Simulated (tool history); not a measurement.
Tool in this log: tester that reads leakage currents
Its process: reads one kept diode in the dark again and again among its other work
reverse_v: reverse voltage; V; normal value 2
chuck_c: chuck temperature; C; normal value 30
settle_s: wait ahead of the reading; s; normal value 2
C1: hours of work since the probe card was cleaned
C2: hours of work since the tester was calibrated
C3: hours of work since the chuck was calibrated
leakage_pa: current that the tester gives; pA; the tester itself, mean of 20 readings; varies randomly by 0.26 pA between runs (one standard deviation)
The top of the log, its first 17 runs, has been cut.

Run 18, day 74.508: usual settings but settle_s 0.46 s; C1 1097; C2 1490; C3 1365. Result: leakage_pa 92.14 pA.
Run 19, day 77.1: usual settings but reverse_v 3.37 V, settle_s 1.42 s; C1 1145; C2 1537; C3 1412. Result: leakage_pa 110.22 pA.
Run 20, day 82.888: usual settings but reverse_v 3.37 V, settle_s 2.19 s; C1 1251; C2 1644; C3 1518. Result: leakage_pa 109.81 pA.
Run 21, day 87.096: usual settings but reverse_v 17.26 V, chuck_c 26 C, settle_s 0.75 s; C1 1328; C2 1721; C3 1596. Result: leakage_pa 150.14 pA.
Run 22, day 92.4: usual settings but reverse_v 11.62 V, chuck_c 47 C, settle_s 0.39 s; C1 1426; C2 1818; C3 1693. Result: leakage_pa 701.58 pA.
Run 23, day 96.433: usual settings but reverse_v 11.62 V, chuck_c 47 C, settle_s 0.39 s; C1 1500; C2 1892; C3 1767. Result: leakage_pa 702.51 pA.
Run 24, day 100.871: usual settings but reverse_v 12.1 V, chuck_c 44 C, settle_s 0.39 s; C1 1581; C2 1974; C3 1848. Result: leakage_pa 571.05 pA.
Run 25, day 105.492: usual settings but reverse_v 12.1 V, chuck_c 44 C, settle_s 0.39 s; C1 1666; C2 2058; C3 1933. Result: leakage_pa 571.89 pA.
Run 26, day 110.529: usual settings but reverse_v 12.1 V, chuck_c 44 C, settle_s 0.39 s; C1 1758; C2 2151; C3 2026. Result: leakage_pa 575.88 pA.
Run 27, day 113.512: usual settings but reverse_v 12.1 V, chuck_c 44 C, settle_s 0.39 s; C1 1813; C2 2205; C3 2080. Result: leakage_pa 572.55 pA.
At day 115.762: chuck's temperature calibrated.
Run 28, day 116.3: usual settings but reverse_v 1.38 V, chuck_c 45 C, settle_s 2.95 s; C1 1863; C2 2255; C3 10. Result: leakage_pa 257.57 pA.
Run 29, day 119.954: usual settings but reverse_v 1.95 V, settle_s 5.48 s; C1 1930; C2 2322; C3 77. Result: leakage_pa 84.42 pA.
Run 30, day 125.571: usual settings but reverse_v 1.91 V, settle_s 8.39 s; C1 2033; C2 2425; C3 180. Result: leakage_pa 83.54 pA.
Run 31, day 131.504: usual settings but reverse_v 17.23 V, chuck_c 28 C, settle_s 8.39 s; C1 2142; C2 2534; C3 289. Result: leakage_pa 161.71 pA.
Run 32, day 136.675: usual settings but chuck_c 33 C, settle_s 5.98 s; C1 2237; C2 2629; C3 384. Result: leakage_pa 111.37 pA.
Run 33, day 141.525: usual settings but chuck_c 33 C, settle_s 5.98 s; C1 2326; C2 2718; C3 473. Result: leakage_pa 111.88 pA.
Run 34, day 144.388: usual settings but chuck_c 33 C, settle_s 5.98 s; C1 2378; C2 2770; C3 525. Result: leakage_pa 112.42 pA.
Run 35, day 149.5: usual settings but reverse_v 7.11 V, chuck_c 33 C; C1 2472; C2 2864; C3 619. Result: leakage_pa 179.11 pA.
Run 36, day 155.288: usual settings but reverse_v 7.11 V, chuck_c 33 C; C1 2578; C2 2970; C3 725. Result: leakage_pa 179.8 pA.

Predict each of these 3 candidate next runs independently; none follows another, all start after run 36:
Run A, day 158.342: usual settings but reverse_v 7.11 V, chuck_c 33 C, settle_s 6.42 s; C1 2634; C2 3026; C3 781. Result: leakage_pa ?.
Run B, day 158.342: usual settings but reverse_v 6.93 V, chuck_c 24 C, settle_s 0.89 s; C1 2634; C2 3026; C3 781. Result: leakage_pa ?.
Run C, day 158.342: usual settings but reverse_v 7.11 V, chuck_c 33 C, settle_s 0.82 s; C1 2634; C2 3026; C3 781. Result: leakage_pa ?.

run  leakage_pa
  A      180.22
  B       85.56
  C      182.55
The same runs, with their run-to-run variation unchanged, on a tool lacking any hidden condition would have given:
run  leakage_pa
  A       171.4
  B       78.83
  C      173.77

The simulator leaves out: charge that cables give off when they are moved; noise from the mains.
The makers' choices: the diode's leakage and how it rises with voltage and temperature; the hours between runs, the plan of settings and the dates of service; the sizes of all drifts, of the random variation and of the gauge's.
